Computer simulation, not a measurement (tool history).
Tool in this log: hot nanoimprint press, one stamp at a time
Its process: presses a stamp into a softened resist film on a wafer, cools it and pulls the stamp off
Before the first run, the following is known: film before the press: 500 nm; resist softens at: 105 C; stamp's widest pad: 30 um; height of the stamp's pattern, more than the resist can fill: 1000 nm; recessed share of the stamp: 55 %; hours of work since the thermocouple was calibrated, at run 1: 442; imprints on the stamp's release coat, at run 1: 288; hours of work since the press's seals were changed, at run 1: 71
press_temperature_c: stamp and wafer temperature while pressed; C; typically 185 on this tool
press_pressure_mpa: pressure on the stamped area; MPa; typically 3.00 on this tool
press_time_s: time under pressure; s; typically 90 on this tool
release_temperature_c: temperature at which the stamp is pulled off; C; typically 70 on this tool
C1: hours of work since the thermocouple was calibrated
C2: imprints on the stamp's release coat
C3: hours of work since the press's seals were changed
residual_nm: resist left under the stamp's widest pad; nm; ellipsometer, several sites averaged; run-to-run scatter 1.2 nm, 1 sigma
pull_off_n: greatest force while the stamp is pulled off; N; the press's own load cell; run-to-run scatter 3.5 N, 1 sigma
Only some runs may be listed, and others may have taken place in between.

{"run": 1, "hour": 0.0, "press_temperature_c": 185, "press_pressure_mpa": 3.0, "press_time_s": 90, "release_temperature_c": 70, "C1": 442, "C2": 288, "C3": 71, "residual_nm": 197.6, "pull_off_n": 197}
{"hour": 4.4, "done": "plate thermocouple calibrated"}
{"run": 2, "hour": 10.0, "press_temperature_c": 185, "press_pressure_mpa": 3.0, "press_time_s": 90, "release_temperature_c": 70, "C1": 3, "C2": 303, "C3": 75, "residual_nm": 198.0, "pull_off_n": 186}
{"run": 3, "hour": 24.6, "press_temperature_c": 185, "press_pressure_mpa": 3.0, "press_time_s": 90, "release_temperature_c": 70, "C1": 11, "C2": 333, "C3": 83, "residual_nm": 199.0, "pull_off_n": 190}
{"run": 4, "hour": 33.2, "press_temperature_c": 191, "press_pressure_mpa": 3.0, "press_time_s": 90, "release_temperature_c": 70, "C1": 16, "C2": 351, "C3": 88, "residual_nm": 152.3, "pull_off_n": 180}
{"run": 5, "hour": 45.7, "press_temperature_c": 191, "press_pressure_mpa": 3.0, "press_time_s": 90, "release_temperature_c": 70, "C1": 23, "C2": 377, "C3": 95, "residual_nm": 154.3, "pull_off_n": 185}
{"run": 6, "hour": 58.4, "press_temperature_c": 191, "press_pressure_mpa": 3.0, "press_time_s": 90, "release_temperature_c": 70, "C1": 31, "C2": 403, "C3": 102, "residual_nm": 153.0, "pull_off_n": 192}
{"run": 7, "hour": 73.3, "press_temperature_c": 185, "press_pressure_mpa": 4.18, "press_time_s": 90, "release_temperature_c": 70, "C1": 39, "C2": 434, "C3": 111, "residual_nm": 171.3, "pull_off_n": 191}
{"run": 8, "hour": 81.8, "press_temperature_c": 185, "press_pressure_mpa": 4.18, "press_time_s": 90, "release_temperature_c": 70, "C1": 44, "C2": 452, "C3": 115, "residual_nm": 173.1, "pull_off_n": 199}
{"hour": 89.6, "done": "plate thermocouple calibrated, once more"}
{"run": 9, "hour": 98.2, "press_temperature_c": 185, "press_pressure_mpa": 4.18, "press_time_s": 90, "release_temperature_c": 70, "C1": 5, "C2": 480, "C3": 123, "residual_nm": 162.1, "pull_off_n": 189}
{"run": 10, "hour": 108.2, "press_temperature_c": 185, "press_pressure_mpa": 4.18, "press_time_s": 90, "release_temperature_c": 70, "C1": 11, "C2": 501, "C3": 129, "residual_nm": 160.0, "pull_off_n": 191}
{"run": 11, "hour": 122.8, "press_temperature_c": 185, "press_pressure_mpa": 4.18, "press_time_s": 90, "release_temperature_c": 70, "C1": 19, "C2": 531, "C3": 137, "residual_nm": 159.9, "pull_off_n": 191}
{"run": 12, "hour": 135.9, "press_temperature_c": 185, "press_pressure_mpa": 4.18, "press_time_s": 90, "release_temperature_c": 70, "C1": 26, "C2": 558, "C3": 144, "residual_nm": 161.1, "pull_off_n": 199}
{"run": 13, "hour": 143.0, "press_temperature_c": 185, "press_pressure_mpa": 4.18, "press_time_s": 90, "release_temperature_c": 70, "C1": 30, "C2": 573, "C3": 148, "residual_nm": 162.1, "pull_off_n": 195}
{"run": 14, "hour": 154.2, "press_temperature_c": 185, "press_pressure_mpa": 4.18, "press_time_s": 90, "release_temperature_c": 70, "C1": 37, "C2": 596, "C3": 155, "residual_nm": 161.8, "pull_off_n": 203}
{"run": 15, "hour": 169.1, "press_temperature_c": 185, "press_pressure_mpa": 4.18, "press_time_s": 90, "release_temperature_c": 70, "C1": 45, "C2": 627, "C3": 163, "residual_nm": 162.7, "pull_off_n": 197}
{"run": 16, "hour": 179.5, "press_temperature_c": 185, "press_pressure_mpa": 4.18, "press_time_s": 90, "release_temperature_c": 70, "C1": 51, "C2": 649, "C3": 169, "residual_nm": 161.6, "pull_off_n": 199}
{"run": 17, "hour": 187.4, "press_temperature_c": 174, "press_pressure_mpa": 4.18, "press_time_s": 147, "release_temperature_c": 57, "C1": 56, "C2": 665, "C3": 174, "residual_nm": 219.6, "pull_off_n": 219}
{"run": 18, "hour": 195.1, "press_temperature_c": 174, "press_pressure_mpa": 4.18, "press_time_s": 147, "release_temperature_c": 77, "C1": 60, "C2": 681, "C3": 178, "residual_nm": 218.6, "pull_off_n": 187}
{"run": 19, "hour": 208.9, "press_temperature_c": 174, "press_pressure_mpa": 3.49, "press_time_s": 147, "release_temperature_c": 72, "C1": 68, "C2": 710, "C3": 186, "residual_nm": 238.0, "pull_off_n": 196}
{"run": 20, "hour": 220.4, "press_temperature_c": 177, "press_pressure_mpa": 3.49, "press_time_s": 147, "release_temperature_c": 64, "C1": 74, "C2": 734, "C3": 192, "residual_nm": 205.3, "pull_off_n": 217}
{"run": 21, "hour": 229.6, "press_temperature_c": 185, "press_pressure_mpa": 4.04, "press_time_s": 89, "release_temperature_c": 59, "C1": 80, "C2": 753, "C3": 198, "residual_nm": 166.1, "pull_off_n": 217}
{"run": 22, "hour": 239.8, "press_temperature_c": 195, "press_pressure_mpa": 3.0, "press_time_s": 59, "release_temperature_c": 64, "C1": 85, "C2": 775, "C3": 204, "residual_nm": 149.5, "pull_off_n": 217}
{"run": 23, "hour": 250.1, "press_temperature_c": 185, "press_pressure_mpa": 3.58, "press_time_s": 57, "release_temperature_c": 57, "C1": 91, "C2": 796, "C3": 209, "residual_nm": 211.3, "pull_off_n": 237}
{"run": 24, "hour": 264.6, "press_temperature_c": 185, "press_pressure_mpa": 3.58, "press_time_s": 57, "release_temperature_c": 57, "C1": 100, "C2": 826, "C3": 218, "residual_nm": 212.1, "pull_off_n": 224}
{"run": 25, "hour": 273.9, "press_temperature_c": 176, "press_pressure_mpa": 2.28, "press_time_s": 81, "release_temperature_c": 78, "C1": 105, "C2": 845, "C3": 223, "residual_nm": 313.1, "pull_off_n": 190}
{"run": 26, "hour": 282.4, "press_temperature_c": 182, "press_pressure_mpa": 3.0, "press_time_s": 90, "release_temperature_c": 63, "C1": 110, "C2": 863, "C3": 228, "residual_nm": 215.2, "pull_off_n": 222}
{"run": 27, "hour": 292.1, "press_temperature_c": 182, "press_pressure_mpa": 3.0, "press_time_s": 90, "release_temperature_c": 63, "C1": 115, "C2": 883, "C3": 233, "residual_nm": 215.0, "pull_off_n": 228}
{"run": 28, "hour": 298.7, "press_temperature_c": 182, "press_pressure_mpa": 3.0, "press_time_s": 90, "release_temperature_c": 63, "C1": 119, "C2": 897, "C3": 237, "residual_nm": 215.2, "pull_off_n": 220}
{"run": 29, "hour": 308.7, "press_temperature_c": 195, "press_pressure_mpa": 1.81, "press_time_s": 60, "release_temperature_c": 57, "C1": 125, "C2": 918, "C3": 243, "residual_nm": 186.5, "pull_off_n": 238}
{"run": 30, "hour": 323.5, "press_temperature_c": 195, "press_pressure_mpa": 1.81, "press_time_s": 60, "release_temperature_c": 57, "C1": 133, "C2": 949, "C3": 251, "residual_nm": 186.6, "pull_off_n": 226}

Forecast each of these 3 alternatives for the next run:
{"run": "A", "hour": 332.9, "press_temperature_c": 185, "press_pressure_mpa": 3.0, "press_time_s": 90, "release_temperature_c": 65, "C1": 138, "C2": 968, "C3": 257, "residual_nm": "?", "pull_off_n": "?"}
{"run": "B", "hour": 332.9, "press_temperature_c": 185, "press_pressure_mpa": 3.39, "press_time_s": 113, "release_temperature_c": 78, "C1": 138, "C2": 968, "C3": 257, "residual_nm": "?", "pull_off_n": "?"}
{"run": "C", "hour": 332.9, "press_temperature_c": 177, "press_pressure_mpa": 3.0, "press_time_s": 90, "release_temperature_c": 70, "C1": 138, "C2": 968, "C3": 257, "residual_nm": "?", "pull_off_n": "?"}

run=A residual_nm=192.8 pull_off_n=226
run=B residual_nm=163.1 pull_off_n=197
run=C residual_nm=269.1 pull_off_n=208
The same runs, with their run-to-run variation unchanged, on a tool lacking any hidden condition would have given:
run=A residual_nm=187.2 pull_off_n=176
run=B residual_nm=158.1 pull_off_n=154
run=C residual_nm=261.9 pull_off_n=161
